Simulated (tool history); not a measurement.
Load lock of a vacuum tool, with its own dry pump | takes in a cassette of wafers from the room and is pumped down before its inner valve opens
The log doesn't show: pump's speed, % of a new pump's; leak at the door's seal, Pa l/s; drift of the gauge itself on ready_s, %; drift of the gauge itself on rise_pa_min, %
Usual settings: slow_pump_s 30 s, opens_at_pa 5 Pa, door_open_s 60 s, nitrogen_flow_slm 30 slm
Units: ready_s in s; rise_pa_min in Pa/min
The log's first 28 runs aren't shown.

| run | hour | slow_pump_s | opens_at_pa | door_open_s | nitrogen_flow_slm | hours that the pump has run since its overhaul | times that the door has closed on its seal | incoming humidity of the room's air, % | ready_s | rise_pa_min |
|---|---|---|---|---|---|---|---|---|---|---|
| 29 | 3492.5 | 29 | 10 | 60 | 40 | 10176 | 58632 | 44.4 | 45 | 0.15 |
| 30 | 3588.2 | 20 | 5 | 37 | 30 | 10272 | 59031 | 49 | 39.8 | 0.152 |
| 31 | 3704.5 | 15 | 8 | 40 | 8 | 10388 | 59515 | 46.6 | 33.8 | 0.165 |
| 32 | 3831.5 | 15 | 8 | 40 | 8 | 10515 | 60044 | 46 | 33.5 | 0.174 |
| 33 | 3955.7 | 30 | 5 | 60 | 12 | 10639 | 60562 | 45.4 | 47.5 | 0.173 |
| 34 | 4112.9 | 30 | 9 | 60 | 12 | 10796 | 61216 | 41.6 | 45.8 | 0.165 |
| 35 | 4182 | 30 | 9 | 60 | 12 | 10866 | 61504 | 44.6 | 46.6 | 0.177 |
| 36 | 4316.7 | 30 | 9 | 60 | 12 | 11000 | 62065 | 47.4 | 46.1 | 0.183 |
| 37 | 4466.8 | 39 | 9 | 54 | 12 | 11150 | 62691 | 44.3 | 53.4 | 0.18 |
| 38 | 4546 | 16 | 6 | 72 | 13 | 11230 | 63020 | 46.9 | 35.7 | 0.187 |

Forecast each of these 3 alternatives for the next run:
| A | 4639.7 | 30 | 5 | 202 | 30 | 11323 | 63411 | 45.1 | ? | ? |
| B | 4639.7 | 16 | 5 | 128 | 30 | 11323 | 63411 | 45.5 | ? | ? |
| C | 4639.7 | 16 | 6 | 47 | 13 | 11323 | 63411 | 46.8 | ? | ? |

| run | ready_s | rise_pa_min |
|---|---|---|
| A | 48.4 | 0.193 |
| B | 36.4 | 0.178 |
| C | 35.9 | 0.188 |
Without the tool's hidden state the same runs would have given:
| run | ready_s | rise_pa_min |
|---|---|---|
| A | 46.2 | 0.07 |
| B | 34 | 0.056 |
| C | 33.5 | 0.064 |
